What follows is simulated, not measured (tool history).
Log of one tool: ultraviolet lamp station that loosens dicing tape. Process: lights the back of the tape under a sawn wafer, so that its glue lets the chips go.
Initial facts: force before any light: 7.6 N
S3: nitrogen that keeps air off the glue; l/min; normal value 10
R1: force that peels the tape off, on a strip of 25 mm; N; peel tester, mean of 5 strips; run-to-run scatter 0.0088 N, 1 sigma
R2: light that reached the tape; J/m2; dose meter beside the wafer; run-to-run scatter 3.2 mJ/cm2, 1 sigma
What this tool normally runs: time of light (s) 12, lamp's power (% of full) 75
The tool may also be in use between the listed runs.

{"run": 1, "hour": 0.0, "time of light (s)": 12, "lamp's power (% of full)": 75, "S3": 10, "R1": 0.596, "R2": 3960}
{"run": 2, "hour": 9.2, "time of light (s)": 12, "lamp's power (% of full)": 87, "S3": 10, "R1": 0.426, "R2": 4640}
{"run": 3, "hour": 17.9, "time of light (s)": 12, "lamp's power (% of full)": 78, "S3": 10, "R1": 0.563, "R2": 4050}
{"run": 4, "hour": 29.2, "time of light (s)": 12, "lamp's power (% of full)": 78, "S3": 10, "R1": 0.571, "R2": 4020}
{"run": 5, "hour": 36.2, "time of light (s)": 12, "lamp's power (% of full)": 84, "S3": 10, "R1": 0.505, "R2": 4330}
{"run": 6, "hour": 46.0, "time of light (s)": 12, "lamp's power (% of full)": 84, "S3": 10, "R1": 0.505, "R2": 4290}
{"run": 7, "hour": 60.9, "time of light (s)": 12, "lamp's power (% of full)": 84, "S3": 10, "R1": 0.51, "R2": 4270}
{"run": 8, "hour": 75.5, "time of light (s)": 12, "lamp's power (% of full)": 86, "S3": 10, "R1": 0.487, "R2": 4330}
{"run": 9, "hour": 84.3, "time of light (s)": 12, "lamp's power (% of full)": 75, "S3": 10, "R1": 0.65, "R2": 3770}
{"run": 10, "hour": 98.5, "time of light (s)": 12, "lamp's power (% of full)": 75, "S3": 10, "R1": 0.683, "R2": 3680}
{"hour": 107.4, "done": "window cleaned of glue's vapour"}
{"run": 11, "hour": 112.1, "time of light (s)": 12, "lamp's power (% of full)": 71, "S3": 10, "R1": 0.536, "R2": 4130}
{"run": 12, "hour": 124.5, "time of light (s)": 12, "lamp's power (% of full)": 71, "S3": 10, "R1": 0.572, "R2": 4060}
{"run": 13, "hour": 136.6, "time of light (s)": 12, "lamp's power (% of full)": 71, "S3": 10, "R1": 0.547, "R2": 4020}
{"run": 14, "hour": 150.3, "time of light (s)": 12, "lamp's power (% of full)": 71, "S3": 10, "R1": 0.611, "R2": 4000}
{"run": 15, "hour": 157.8, "time of light (s)": 12, "lamp's power (% of full)": 84, "S3": 10, "R1": 0.408, "R2": 4710}
{"run": 16, "hour": 169.4, "time of light (s)": 12, "lamp's power (% of full)": 84, "S3": 10, "R1": 0.437, "R2": 4610}
{"run": 17, "hour": 179.3, "time of light (s)": 12, "lamp's power (% of full)": 87, "S3": 10, "R1": 0.4, "R2": 4810}
{"run": 18, "hour": 185.5, "time of light (s)": 12, "lamp's power (% of full)": 87, "S3": 10, "R1": 0.397, "R2": 4770}
{"run": 19, "hour": 195.7, "time of light (s)": 12, "lamp's power (% of full)": 87, "S3": 10, "R1": 0.4, "R2": 4770}
{"run": 20, "hour": 209.2, "time of light (s)": 12, "lamp's power (% of full)": 87, "S3": 10, "R1": 0.44, "R2": 4660}
{"run": 21, "hour": 216.1, "time of light (s)": 7, "lamp's power (% of full)": 65, "S3": 10, "R1": 1.884, "R2": 2030}
{"run": 22, "hour": 223.0, "time of light (s)": 20, "lamp's power (% of full)": 77, "S3": 6, "R1": 0.286, "R2": 6870}
{"run": 23, "hour": 229.8, "time of light (s)": 20, "lamp's power (% of full)": 77, "S3": 6, "R1": 0.302, "R2": 6840}
{"run": 24, "hour": 244.1, "time of light (s)": 7, "lamp's power (% of full)": 60, "S3": 6, "R1": 2.668, "R2": 1800}
{"run": 25, "hour": 252.4, "time of light (s)": 7, "lamp's power (% of full)": 65, "S3": 6, "R1": 2.436, "R2": 1990}
{"run": 26, "hour": 267.3, "time of light (s)": 22, "lamp's power (% of full)": 86, "S3": 18, "R1": 0.158, "R2": 8160}
{"run": 27, "hour": 276.4, "time of light (s)": 22, "lamp's power (% of full)": 86, "S3": 18, "R1": 0.16, "R2": 8010}
{"run": 28, "hour": 290.1, "time of light (s)": 22, "lamp's power (% of full)": 86, "S3": 18, "R1": 0.168, "R2": 8050}
{"run": 29, "hour": 300.6, "time of light (s)": 22, "lamp's power (% of full)": 98, "S3": 10, "R1": 0.165, "R2": 9100}
{"run": 30, "hour": 313.0, "time of light (s)": 12, "lamp's power (% of full)": 61, "S3": 10, "R1": 1.007, "R2": 3010}
{"run": 31, "hour": 325.7, "time of light (s)": 12, "lamp's power (% of full)": 87, "S3": 10, "R1": 0.496, "R2": 4320}
{"run": 32, "hour": 335.1, "time of light (s)": 8, "lamp's power (% of full)": 75, "S3": 11, "R1": 1.355, "R2": 2450}
{"run": 33, "hour": 343.6, "time of light (s)": 8, "lamp's power (% of full)": 75, "S3": 11, "R1": 1.399, "R2": 2460}
{"run": 34, "hour": 355.1, "time of light (s)": 8, "lamp's power (% of full)": 69, "S3": 4, "R1": 2.604, "R2": 2260}
{"run": 35, "hour": 366.4, "time of light (s)": 15, "lamp's power (% of full)": 89, "S3": 13, "R1": 0.276, "R2": 5370}

The same runs without the tool's hidden state, with the same run-to-run variation:
The hidden state here: lamp's light, % of a new lamp's; light that the window lets through, % of a clean one's; drift of the gauge itself on peel_n, %; drift of the gauge itself on dose_mj_cm2, %.
run=1 R1=0.369 R2=4990
run=2 R1=0.264 R2=5890
run=3 R1=0.339 R2=5170
run=4 R1=0.335 R2=5180
run=5 R1=0.301 R2=5610
run=6 R1=0.296 R2=5580
run=7 R1=0.288 R2=5630
run=8 R1=0.272 R2=5760
run=9 R1=0.352 R2=5050
run=10 R1=0.361 R2=4990
run=11 R1=0.39 R2=4780
run=12 R1=0.411 R2=4750
run=13 R1=0.386 R2=4740
run=14 R1=0.425 R2=4760
run=15 R1=0.286 R2=5630
run=16 R1=0.301 R2=5560
run=17 R1=0.273 R2=5840
run=18 R1=0.27 R2=5810
run=19 R1=0.266 R2=5850
run=20 R1=0.288 R2=5790
run=21 R1=1.366 R2=2530
run=22 R1=0.201 R2=8590
run=23 R1=0.211 R2=8610
run=24 R1=2.034 R2=2290
run=25 R1=1.809 R2=2550
run=26 R1=0.152 R2=10560
run=27 R1=0.155 R2=10430
run=28 R1=0.162 R2=10580
run=29 R1=0.155 R2=12040
run=30 R1=0.567 R2=4030
run=31 R1=0.271 R2=5830
run=32 R1=0.779 R2=3320
run=33 R1=0.801 R2=3360
run=34 R1=1.776 R2=3120
run=35 R1=0.182 R2=7450
